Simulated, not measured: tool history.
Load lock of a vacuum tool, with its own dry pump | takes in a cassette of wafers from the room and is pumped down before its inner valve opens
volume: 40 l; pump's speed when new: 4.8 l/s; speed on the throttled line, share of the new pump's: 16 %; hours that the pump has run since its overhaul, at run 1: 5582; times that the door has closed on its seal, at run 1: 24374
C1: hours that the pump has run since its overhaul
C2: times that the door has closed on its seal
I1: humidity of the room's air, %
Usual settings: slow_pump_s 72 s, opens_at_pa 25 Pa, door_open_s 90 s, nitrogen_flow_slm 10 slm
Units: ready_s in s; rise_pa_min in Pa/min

run 1 day=0 | slow_pump_s=72 opens_at_pa=25 door_open_s=90 nitrogen_flow_slm=10 | C1=5582 C2=24374 | I1=44.9 | ready_s=131.5 rise_pa_min=0.25
run 2 day=10.65 | slow_pump_s=72 opens_at_pa=25 door_open_s=90 nitrogen_flow_slm=10 | C1=5837 C2=25377 | I1=47 | ready_s=132.5 rise_pa_min=0.277
run 3 day=25.112 | slow_pump_s=72 opens_at_pa=25 door_open_s=90 nitrogen_flow_slm=10 | C1=6184 C2=26740 | I1=46.4 | ready_s=132.8 rise_pa_min=0.294
run 4 day=45.671 | slow_pump_s=72 opens_at_pa=25 door_open_s=90 nitrogen_flow_slm=10 | C1=6678 C2=28676 | I1=47.2 | ready_s=132.1 rise_pa_min=0.329
run 5 day=62.208 | slow_pump_s=72 opens_at_pa=25 door_open_s=90 nitrogen_flow_slm=10 | C1=7075 C2=30234 | I1=48.4 | ready_s=132.5 rise_pa_min=0.363
-- day=75.125 door's seal changed, seat wiped
run 6 day=82.575 | slow_pump_s=72 opens_at_pa=25 door_open_s=90 nitrogen_flow_slm=10 | C1=7562 C2=702 | I1=42.7 | ready_s=133.2 rise_pa_min=0.034
run 7 day=92.354 | slow_pump_s=72 opens_at_pa=25 door_open_s=90 nitrogen_flow_slm=10 | C1=7797 C2=1623 | I1=45.7 | ready_s=133.9 rise_pa_min=0.051
run 8 day=108.583 | slow_pump_s=72 opens_at_pa=25 door_open_s=90 nitrogen_flow_slm=10 | C1=8186 C2=3152 | I1=44 | ready_s=133.3 rise_pa_min=0.049
run 9 day=126.846 | slow_pump_s=72 opens_at_pa=25 door_open_s=90 nitrogen_flow_slm=4 | C1=8624 C2=4872 | I1=43 | ready_s=134.5 rise_pa_min=0.069
run 10 day=143.671 | slow_pump_s=72 opens_at_pa=23 door_open_s=90 nitrogen_flow_slm=10 | C1=9028 C2=6457 | I1=43.9 | ready_s=135.4 rise_pa_min=0.073
run 11 day=157.5 | slow_pump_s=72 opens_at_pa=23 door_open_s=90 nitrogen_flow_slm=10 | C1=9360 C2=7760 | I1=45.7 | ready_s=134.6 rise_pa_min=0.078
run 12 day=167.096 | slow_pump_s=109 opens_at_pa=25 door_open_s=90 nitrogen_flow_slm=10 | C1=9590 C2=8664 | I1=46.5 | ready_s=165.3 rise_pa_min=0.092
run 13 day=183.479 | slow_pump_s=109 opens_at_pa=25 door_open_s=90 nitrogen_flow_slm=10 | C1=9984 C2=10207 | I1=45.6 | ready_s=165.2 rise_pa_min=0.103
run 14 day=204.438 | slow_pump_s=41 opens_at_pa=25 door_open_s=90 nitrogen_flow_slm=10 | C1=10487 C2=12182 | I1=50 | ready_s=109.6 rise_pa_min=0.121
run 15 day=219.471 | slow_pump_s=41 opens_at_pa=25 door_open_s=90 nitrogen_flow_slm=40 | C1=10847 C2=13598 | I1=44.1 | ready_s=109.4 rise_pa_min=0.116
run 16 day=234.046 | slow_pump_s=41 opens_at_pa=25 door_open_s=90 nitrogen_flow_slm=40 | C1=11197 C2=14971 | I1=44.1 | ready_s=110.3 rise_pa_min=0.13
run 17 day=254.058 | slow_pump_s=41 opens_at_pa=25 door_open_s=90 nitrogen_flow_slm=40 | C1=11677 C2=16856 | I1=44.4 | ready_s=109.9 rise_pa_min=0.152
-- day=269.112 dry pump taken out, an overhauled one fitted
run 18 day=272.417 | slow_pump_s=41 opens_at_pa=25 door_open_s=90 nitrogen_flow_slm=40 | C1=79 C2=18562 | I1=44.9 | ready_s=103.6 rise_pa_min=0.171
run 19 day=282.554 | slow_pump_s=42 opens_at_pa=23 door_open_s=95 nitrogen_flow_slm=15 | C1=323 C2=19517 | I1=42.5 | ready_s=104.8 rise_pa_min=0.197
run 20 day=293.621 | slow_pump_s=138 opens_at_pa=19 door_open_s=90 nitrogen_flow_slm=13 | C1=588 C2=20560 | I1=43.6 | ready_s=186.2 rise_pa_min=0.213
run 21 day=313.838 | slow_pump_s=72 opens_at_pa=25 door_open_s=26 nitrogen_flow_slm=4 | C1=1073 C2=22464 | I1=46.2 | ready_s=129.8 rise_pa_min=0.235
run 22 day=323.596 | slow_pump_s=72 opens_at_pa=25 door_open_s=26 nitrogen_flow_slm=4 | C1=1308 C2=23383 | I1=45.9 | ready_s=131.2 rise_pa_min=0.253
run 23 day=340.829 | slow_pump_s=72 opens_at_pa=25 door_open_s=26 nitrogen_flow_slm=4 | C1=1721 C2=25007 | I1=45.6 | ready_s=130.5 rise_pa_min=0.283
run 24 day=350.112 | slow_pump_s=72 opens_at_pa=24 door_open_s=26 nitrogen_flow_slm=4 | C1=1944 C2=25881 | I1=45.5 | ready_s=131.3 rise_pa_min=0.296
run 25 day=363.383 | slow_pump_s=61 opens_at_pa=29 door_open_s=26 nitrogen_flow_slm=5 | C1=2263 C2=27131 | I1=45 | ready_s=121.2 rise_pa_min=0.307
run 26 day=382.083 | slow_pump_s=49 opens_at_pa=29 door_open_s=26 nitrogen_flow_slm=18 | C1=2711 C2=28893 | I1=44.3 | ready_s=111 rise_pa_min=0.334
run 27 day=393.312 | slow_pump_s=72 opens_at_pa=23 door_open_s=30 nitrogen_flow_slm=10 | C1=2981 C2=29951 | I1=47 | ready_s=132.3 rise_pa_min=0.36
run 28 day=405.475 | slow_pump_s=72 opens_at_pa=25 door_open_s=90 nitrogen_flow_slm=6 | C1=3273 C2=31097 | I1=44.4 | ready_s=131.8 rise_pa_min=0.403
-- day=410.208 door's seal changed, seat wiped
run 29 day=423.383 | slow_pump_s=72 opens_at_pa=25 door_open_s=90 nitrogen_flow_slm=6 | C1=3701 C2=1241 | I1=49.8 | ready_s=132.7 rise_pa_min=0.055
run 30 day=435.85 | slow_pump_s=43 opens_at_pa=27 door_open_s=90 nitrogen_flow_slm=6 | C1=4000 C2=2416 | I1=42.4 | ready_s=106.9 rise_pa_min=0.05
run 31 day=451.275 | slow_pump_s=126 opens_at_pa=49 door_open_s=90 nitrogen_flow_slm=6 | C1=4370 C2=3869 | I1=43.8 | ready_s=172 rise_pa_min=0.056
run 32 day=460.471 | slow_pump_s=126 opens_at_pa=49 door_open_s=90 nitrogen_flow_slm=6 | C1=4591 C2=4735 | I1=46.8 | ready_s=171.1 rise_pa_min=0.071
run 33 day=473.729 | slow_pump_s=126 opens_at_pa=49 door_open_s=90 nitrogen_flow_slm=6 | C1=4909 C2=5984 | I1=43.3 | ready_s=172.4 rise_pa_min=0.076
run 34 day=488.425 | slow_pump_s=127 opens_at_pa=39 door_open_s=90 nitrogen_flow_slm=31 | C1=5262 C2=7369 | I1=44.9 | ready_s=174.3 rise_pa_min=0.066
run 35 day=505.767 | slow_pump_s=72 opens_at_pa=45 door_open_s=40 nitrogen_flow_slm=10 | C1=5678 C2=9002 | I1=47 | ready_s=128.5 rise_pa_min=0.076
run 36 day=517.954 | slow_pump_s=72 opens_at_pa=45 door_open_s=40 nitrogen_flow_slm=10 | C1=5971 C2=10150 | I1=40.2 | ready_s=128.9 rise_pa_min=0.087

How the hidden state differs across the entries between the runs, from the last listed run before each to the first after it:
Between runs 5 and 6: door's seal changed, seat wiped (day 75.125)
  pump's speed, % of a new pump's: 94.8 -> 94.3; leak at the door's seal, Pa l/s: 0.2165 -> 0.0032
  measured less the result without the state, ready_s: +3.1 -> +3.5 s; rise_pa_min: +0.321 -> +0.002 Pa/min
Between runs 17 and 18: dry pump taken out, an overhauled one fitted (day 269.112)
  pump's speed, % of a new pump's: 90 -> 100.1; leak at the door's seal, Pa l/s: 0.0905 -> 0.1042
  measured less the result without the state, ready_s: +7.1 -> +0 s; rise_pa_min: +0.136 -> +0.153 Pa/min
Between runs 28 and 29: door's seal changed, seat wiped (day 410.208)
  pump's speed, % of a new pump's: 96.7 -> 96.2; leak at the door's seal, Pa l/s: 0.2385 -> 0.0064
  measured less the result without the state, ready_s: +2 -> +2.2 s; rise_pa_min: +0.36 -> +0.007 Pa/min
